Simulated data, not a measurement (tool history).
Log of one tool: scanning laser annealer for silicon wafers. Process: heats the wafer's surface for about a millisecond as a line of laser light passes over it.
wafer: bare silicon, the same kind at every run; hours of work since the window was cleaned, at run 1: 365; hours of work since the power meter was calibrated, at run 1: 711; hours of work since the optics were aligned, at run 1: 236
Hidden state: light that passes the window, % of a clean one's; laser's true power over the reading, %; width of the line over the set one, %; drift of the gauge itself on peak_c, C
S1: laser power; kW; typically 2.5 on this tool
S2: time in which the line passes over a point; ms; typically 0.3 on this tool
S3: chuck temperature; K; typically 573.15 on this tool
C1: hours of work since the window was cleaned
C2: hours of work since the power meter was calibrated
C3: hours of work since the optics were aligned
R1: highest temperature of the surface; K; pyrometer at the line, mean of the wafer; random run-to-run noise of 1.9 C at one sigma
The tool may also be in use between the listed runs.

run,hour,S1,S2,S3,C1,C2,C3,R1
1,0,2.5,0.3,573.15,365,711,236,1390.15
2,22,2.5,0.3,573.15,382,728,253,1388.15
3,43.6,2.5,0.3,573.15,398,744,269,1387.15
4,56.3,2.5,0.3,573.15,408,754,279,1389.15
5,78.6,2.5,0.3,573.15,425,771,296,1389.15
6,96.4,2.5,0.3,573.15,439,785,310,1383.15
7,108.9,2.5,0.3,609.15,448,794,319,1423.15
8,127.4,2.5,0.3,609.15,462,809,334,1418.15
9,142.4,2.5,0.3,609.15,474,820,345,1422.15
10,157.2,2.5,0.3,609.15,485,831,356,1416.15
11,172.1,2.5,0.3,563.15,497,843,368,1370.15
12,186.7,2.5,0.318,573.15,508,854,379,1399.15
13,202.9,2.5,0.3,573.15,520,866,391,1378.15
14,224.3,2.5,0.3,573.15,537,883,408,1381.15
15,243.4,2.5,0.3,573.15,551,897,422,1376.15
16,256.7,2.5,0.275,573.15,562,908,433,1343.15
17,269.8,2.5,0.275,536.15,572,918,443,1307.15
18,283,2.5,0.275,536.15,582,928,453,1309.15
19,306.1,2.656,0.3,573.15,599,946,470,1433.15
20,317.6,2.5,0.288,573.15,608,954,479,1358.15
21,327.1,2.661,0.3,573.15,616,962,487,1434.15
22,340,2.5,0.349,569.15,625,971,496,1431.15
23,352.4,2.266,0.249,580.15,635,981,506,1235.15
24,368.6,2.147,0.249,592.15,647,993,518,1208.15
25,385.5,2.407,0.298,573.15,660,1006,531,1336.15
26,401.1,2.407,0.298,573.15,672,1018,543,1330.15
27,410.7,2.598,0.354,542.15,680,1026,551,1442.15
28,429.1,2.568,0.3,573.15,694,1040,565,1397.15
29,444.3,2.528,0.3,573.15,705,1051,576,1380.15
30,453.8,2.451,0.3,595.15,713,1059,584,1375.15
31,466.4,2.186,0.377,596.15,722,1068,593,1357.15
32,481.9,2.667,0.377,550.15,734,1080,605,1501.15
33,500.9,2.667,0.246,550.15,749,1095,620,1329.15
34,519.6,2.667,0.246,550.15,763,1109,634,1334.15
35,534.9,2.667,0.246,550.15,775,1121,646,1329.15
36,550.5,2.667,0.246,550.15,787,1133,658,1326.15
37,569.5,2.46,0.221,570.15,801,1147,672,1243.15
# hour 589.6: window over the wafer cleaned
38,591.5,2.624,0.23,572.15,1,1163,688,1344.15
39,602,2.5,0.3,605.15,10,1171,696,1434.15
40,614.7,2.183,0.3,549.15,19,1181,705,1256.15
41,634.8,2.183,0.3,549.15,35,1196,721,1255.15
42,656.5,2.183,0.3,549.15,51,1213,738,1254.15

How would selected steps in R1 from run to run divide? Give the signed amount a tool lacking its hidden state would still show from settings, what came in and random variation, and the signed amount left for the hidden state, including any gauge scatter that is not in both of the compared results.
Run 22 -> 23: S1 2.5 -> 2.266, S2 0.349 -> 0.249, S3 569.15 -> 580.15. R1 -196 K: hidden state +10, all else -206.
Run 31 -> 32: S1 2.186 -> 2.667, S3 596.15 -> 550.15. R1 +144 K: hidden state -11, all else +155.
Run 32 -> 33: S2 0.377 -> 0.246. R1 -172 K: hidden state +8, all else -180.
Run 37 -> 38: S1 2.46 -> 2.624, S2 0.221 -> 0.23, S3 570.15 -> 572.15, window over the wafer cleaned. R1 +101 K: hidden state +29, all else +72.
Run 39 -> 40: S1 2.5 -> 2.183, S3 605.15 -> 549.15. R1 -178 K: hidden state +1, all else -179.
